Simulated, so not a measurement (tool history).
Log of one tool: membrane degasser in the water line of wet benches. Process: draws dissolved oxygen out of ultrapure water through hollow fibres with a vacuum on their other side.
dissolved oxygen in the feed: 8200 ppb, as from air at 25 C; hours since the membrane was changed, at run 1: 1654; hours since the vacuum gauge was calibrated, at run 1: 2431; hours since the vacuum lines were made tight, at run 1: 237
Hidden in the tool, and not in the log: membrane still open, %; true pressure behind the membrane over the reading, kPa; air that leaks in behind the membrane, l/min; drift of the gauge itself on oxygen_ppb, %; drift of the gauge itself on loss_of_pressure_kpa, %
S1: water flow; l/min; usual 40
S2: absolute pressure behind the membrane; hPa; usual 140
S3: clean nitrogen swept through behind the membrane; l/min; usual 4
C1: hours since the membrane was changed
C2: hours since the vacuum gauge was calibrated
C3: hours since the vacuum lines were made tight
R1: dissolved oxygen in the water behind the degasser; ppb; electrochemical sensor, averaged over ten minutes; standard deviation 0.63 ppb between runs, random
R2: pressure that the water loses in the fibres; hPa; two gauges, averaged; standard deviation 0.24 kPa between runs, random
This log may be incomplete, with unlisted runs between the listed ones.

run    hour  S1   S2     S3    C1    C2    C3     R1     R2
  1       0  40  140      4  1654  2431   237    254  620.7
  2    37.2  26  140      4  1691  2468   275  169.6    410
  3    85.4  26  140      4  1739  2516   323    169  402.8
  4   120.2  26  140      4  1774  2551   358  168.8  408.7
  5     205  40  140   2.35  1859  2636   442  408.1  627.1
  6   257.6  40  140      4  1911  2689   495  255.1  620.3
  7   320.8  40  140      4  1974  2752   558  254.9  625.2
  8   372.7  40  140      4  2026  2804   610  255.7  626.6
  9   408.9  40  140   8.42  2062  2840   646  127.4  629.8
 10   472.9  40  140   8.42  2126  2904   710  127.7  627.4
 11   531.3  40  140   8.42  2185  2962   769  128.1  627.3
 12   585.1  40  140   5.22  2239  3016   822    199    625
 13   655.8  40  140   2.73  2309  3087   893  359.3  625.6
 14   696.1  32  140   2.33  2350  3127   933    339  500.2
 15   757.3  32  115   2.33  2411  3188   995  264.6  500.4
 16   826.3  32  115   2.33  2480  3257  1064  264.1  501.7
 17   885.3  44  264   2.23  2539  3316  1123  933.7  691.3
 18   955.5  28   95      4  2609  3386  1193  109.4  442.8
 19  1023.4  28   95      4  2677  3454  1261  109.7  444.4
 20  1097.2  28   95      4  2751  3528  1335  110.7  439.4
 21  1132.6  28  335   2.11  2786  3564  1370  856.2  441.4
 22  1184.4  36  140   1.85  2838  3615  1422  460.7  566.1
 23  1220.8  40  290  11.62  2874  3652  1458  217.3  631.3
 24    1270  40   93  11.62  2923  3701  1507   56.4  624.7
 25  1307.9  40   93  11.62  2961  3739  1545   56.1  636.8
 26  1370.5  40   93  11.62  3024  3801  1608   56.1  635.5

5 options for the next run, each taken on its own from the tool as it stands now. Forecast them:
  A  1442.1  40  231      4  3096  3873  1679   ?   ?
  B  1442.1  33   93  11.62  3096  3873  1679   ?   ?
  C  1442.1  60  140      4  3096  3873  1679   ?   ?
  D  1442.1  40  328      4  3096  3873  1679   ?   ?
  E  1442.1  40  199   1.89  3096  3873  1679   ?   ?

run     R1     R2
  A  456.9  635.9
  B   45.8  517.6
  C  379.9  950.1
  D  655.4  631.9
  E  738.2  631.1
Stripped of hidden state, with their random variation kept, the same runs would have yielded:
run     R1     R2
  A  448.5  615.9
  B   43.3  501.1
  C  367.7  920.2
  D  646.4  611.9
  E  724.4  611.1

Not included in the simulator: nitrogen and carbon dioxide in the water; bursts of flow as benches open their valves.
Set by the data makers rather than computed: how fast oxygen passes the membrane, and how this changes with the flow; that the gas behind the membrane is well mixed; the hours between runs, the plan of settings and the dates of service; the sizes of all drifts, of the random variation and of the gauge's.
